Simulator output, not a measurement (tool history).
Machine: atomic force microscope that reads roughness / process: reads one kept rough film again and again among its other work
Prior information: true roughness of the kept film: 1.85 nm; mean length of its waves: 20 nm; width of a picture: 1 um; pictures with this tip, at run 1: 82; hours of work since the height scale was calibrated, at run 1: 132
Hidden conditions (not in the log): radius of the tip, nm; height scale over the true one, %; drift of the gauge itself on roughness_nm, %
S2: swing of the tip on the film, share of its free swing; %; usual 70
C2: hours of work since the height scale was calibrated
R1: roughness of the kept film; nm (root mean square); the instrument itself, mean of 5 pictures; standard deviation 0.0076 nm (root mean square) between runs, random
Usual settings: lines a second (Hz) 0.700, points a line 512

Run 1, hour 0.0: usual settings; pictures with this tip 82; C2 132. Result: R1 1.434 nm (root mean square).
Run 2, hour 5.3: usual settings; pictures with this tip 90; C2 135. Result: R1 1.408 nm (root mean square).
Run 3, hour 9.5: usual settings; pictures with this tip 97; C2 138. Result: R1 1.394 nm (root mean square).
Run 4, hour 14.0: usual settings but points a line 374; pictures with this tip 105; C2 141. Result: R1 1.383 nm (root mean square).
Run 5, hour 23.0: usual settings but S2 64 %; pictures with this tip 120; C2 146. Result: R1 1.397 nm (root mean square).
Run 6, hour 33.0: usual settings but S2 64 %; pictures with this tip 137; C2 152. Result: R1 1.362 nm (root mean square).
Run 7, hour 40.1: usual settings but S2 64 %; pictures with this tip 148; C2 157. Result: R1 1.352 nm (root mean square).
Run 8, hour 47.1: usual settings but S2 64 %; pictures with this tip 160; C2 161. Result: R1 1.331 nm (root mean square).
Run 9, hour 55.6: usual settings; pictures with this tip 174; C2 166. Result: R1 1.284 nm (root mean square).
Run 10, hour 61.3: usual settings but S2 57 %; pictures with this tip 184; C2 169. Result: R1 1.318 nm (root mean square).
Run 11, hour 66.3: usual settings but S2 57 %; pictures with this tip 192; C2 173. Result: R1 1.299 nm (root mean square).
Run 12, hour 71.3: usual settings but S2 86 %; pictures with this tip 200; C2 176. Result: R1 1.202 nm (root mean square).
Run 13, hour 80.8: usual settings but S2 86 %; pictures with this tip 216; C2 181. Result: R1 1.172 nm (root mean square).
Run 14, hour 87.4: usual settings but S2 86 %; pictures with this tip 227; C2 185. Result: R1 1.161 nm (root mean square).
At hour 88.9: height scale calibrated on a step standard.
Run 15, hour 96.2: usual settings but S2 86 %; pictures with this tip 240; C2 4. Result: R1 1.144 nm (root mean square).
At hour 98.3: new tip fitted.
Run 16, hour 103.0: usual settings but points a line 816; pictures with this tip 7; C2 8. Result: R1 1.607 nm (root mean square).
Run 17, hour 108.5: usual settings but points a line 324; pictures with this tip 17; C2 12. Result: R1 1.537 nm (root mean square).
Run 18, hour 116.0: usual settings but S2 86 %; pictures with this tip 29; C2 16. Result: R1 1.464 nm (root mean square).
Run 19, hour 121.2: usual settings but S2 86 %; pictures with this tip 38; C2 19. Result: R1 1.457 nm (root mean square).
At hour 124.8: height scale calibrated on a step standard, once more.
Run 20, hour 128.8: usual settings; pictures with this tip 49; C2 2. Result: R1 1.516 nm (root mean square).
Run 21, hour 136.8: usual settings but points a line 416; pictures with this tip 62; C2 7. Result: R1 1.474 nm (root mean square).
Run 22, hour 146.0: usual settings but S2 65 %; pictures with this tip 77; C2 13. Result: R1 1.468 nm (root mean square).
Run 23, hour 152.1: usual settings but S2 65 %; pictures with this tip 88; C2 17. Result: R1 1.445 nm (root mean square).
Run 24, hour 157.1: usual settings but S2 65 %; pictures with this tip 96; C2 20. Result: R1 1.446 nm (root mean square).
Run 25, hour 163.9: usual settings but S2 65 %; pictures with this tip 107; C2 24. Result: R1 1.420 nm (root mean square).
Run 26, hour 172.8: usual settings but S2 65 %; pictures with this tip 122; C2 29. Result: R1 1.384 nm (root mean square).
Run 27, hour 179.0: usual settings but lines a second (Hz) 1.533, points a line 550; pictures with this tip 132; C2 33. Result: R1 1.279 nm (root mean square).
Run 28, hour 188.2: usual settings but lines a second (Hz) 3.941, S2 81 %, points a line 733; pictures with this tip 148; C2 39. Result: R1 0.949 nm (root mean square).
Run 29, hour 196.9: usual settings but lines a second (Hz) 2.323, S2 58 %, points a line 733; pictures with this tip 162; C2 44. Result: R1 1.299 nm (root mean square).
Run 30, hour 203.2: usual settings but lines a second (Hz) 2.323, S2 71 %, points a line 552; pictures with this tip 173; C2 48. Result: R1 1.169 nm (root mean square).
Run 31, hour 212.4: usual settings but lines a second (Hz) 1.232, S2 69 %, points a line 605; pictures with this tip 188; C2 53. Result: R1 1.247 nm (root mean square).
Run 32, hour 219.8: usual settings but lines a second (Hz) 1.232, S2 69 %, points a line 605; pictures with this tip 200; C2 58. Result: R1 1.227 nm (root mean square).
Run 33, hour 226.8: usual settings but lines a second (Hz) 0.511, S2 81 %, points a line 637; pictures with this tip 212; C2 62. Result: R1 1.234 nm (root mean square).
Run 34, hour 234.5: usual settings but lines a second (Hz) 3.048, S2 68 %, points a line 959; pictures with this tip 225; C2 67. Result: R1 1.099 nm (root mean square).
Run 35, hour 243.0: usual settings but lines a second (Hz) 3.048, S2 68 %, points a line 959; pictures with this tip 239; C2 72. Result: R1 1.075 nm (root mean square).
At hour 246.3: new tip fitted.
Run 36, hour 248.6: usual settings but lines a second (Hz) 1.685, S2 61 %, points a line 410; pictures with this tip 3; C2 75. Result: R1 1.536 nm (root mean square).
Run 37, hour 258.6: usual settings but lines a second (Hz) 0.964, S2 77 %, points a line 555; pictures with this tip 20; C2 81. Result: R1 1.476 nm (root mean square).
Run 38, hour 263.7: usual settings but lines a second (Hz) 3.279, S2 75 %, points a line 398; pictures with this tip 29; C2 85. Result: R1 1.229 nm (root mean square).
Run 39, hour 271.6: usual settings but lines a second (Hz) 3.309, S2 89 %, points a line 613; pictures with this tip 42; C2 89. Result: R1 0.988 nm (root mean square).
Run 40, hour 278.4: usual settings but lines a second (Hz) 1.052, S2 76 %, points a line 613; pictures with this tip 53; C2 93. Result: R1 1.414 nm (root mean square).
Run 41, hour 286.3: usual settings but lines a second (Hz) 1.052, S2 76 %, points a line 613; pictures with this tip 66; C2 98. Result: R1 1.385 nm (root mean square).
Run 42, hour 292.7: usual settings but lines a second (Hz) 2.129, S2 84 %, points a line 965; pictures with this tip 77; C2 102. Result: R1 1.165 nm (root mean square).
Run 43, hour 299.8: usual settings but lines a second (Hz) 2.129, S2 84 %, points a line 965; pictures with this tip 89; C2 107. Result: R1 1.143 nm (root mean square).
Run 44, hour 305.7: usual settings but lines a second (Hz) 2.129, S2 84 %, points a line 965; pictures with this tip 99; C2 110. Result: R1 1.124 nm (root mean square).
Run 45, hour 313.9: usual settings but lines a second (Hz) 2.719, S2 59 %, points a line 299; pictures with this tip 112; C2 115. Result: R1 1.304 nm (root mean square).
Run 46, hour 323.3: usual settings but lines a second (Hz) 3.525, S2 69 %, points a line 958; pictures with this tip 128; C2 121. Result: R1 1.164 nm (root mean square).
Run 47, hour 331.2: usual settings but lines a second (Hz) 3.525, S2 69 %, points a line 958; pictures with this tip 141; C2 126. Result: R1 1.138 nm (root mean square).
Run 48, hour 340.4: usual settings but lines a second (Hz) 1.665, S2 59 %, points a line 303; pictures with this tip 156; C2 131. Result: R1 1.269 nm (root mean square).
Run 49, hour 344.7: usual settings but lines a second (Hz) 3.933, S2 77 %, points a line 281; pictures with this tip 163; C2 134. Result: R1 0.952 nm (root mean square).
Run 50, hour 349.2: usual settings but lines a second (Hz) 2.964, S2 68 %, points a line 270; pictures with this tip 171; C2 137. Result: R1 1.118 nm (root mean square).
Run 51, hour 357.9: usual settings but lines a second (Hz) 2.964, S2 68 %, points a line 270; pictures with this tip 185; C2 142. Result: R1 1.103 nm (root mean square).
Run 52, hour 362.5: usual settings but lines a second (Hz) 1.509, S2 68 %, points a line 525; pictures with this tip 193; C2 145. Result: R1 1.218 nm (root mean square).

Alternative continuations, all from the tool just after run 52; predict every row:
Run A, hour 371.5: usual settings but lines a second (Hz) 0.520, S2 68 %, points a line 492; pictures with this tip 208; C2 150. Result: R1 ?.
Run B, hour 371.5: usual settings but lines a second (Hz) 2.024, S2 80 %, points a line 465; pictures with this tip 208; C2 150. Result: R1 ?.
Run C, hour 371.5: usual settings but lines a second (Hz) 1.514, S2 58 %, points a line 525; pictures with this tip 208; C2 150. Result: R1 ?.
Run D, hour 371.5: usual settings but lines a second (Hz) 2.614, S2 69 %, points a line 974; pictures with this tip 208; C2 150. Result: R1 ?.

run     R1
  A  1.259
  B  1.054
  C  1.247
  D  1.115
The same runs, with their run-to-run variation unchanged, on a tool lacking any hidden condition would have given:
run     R1
  A  1.627
  B  1.362
  C  1.613
  D  1.443

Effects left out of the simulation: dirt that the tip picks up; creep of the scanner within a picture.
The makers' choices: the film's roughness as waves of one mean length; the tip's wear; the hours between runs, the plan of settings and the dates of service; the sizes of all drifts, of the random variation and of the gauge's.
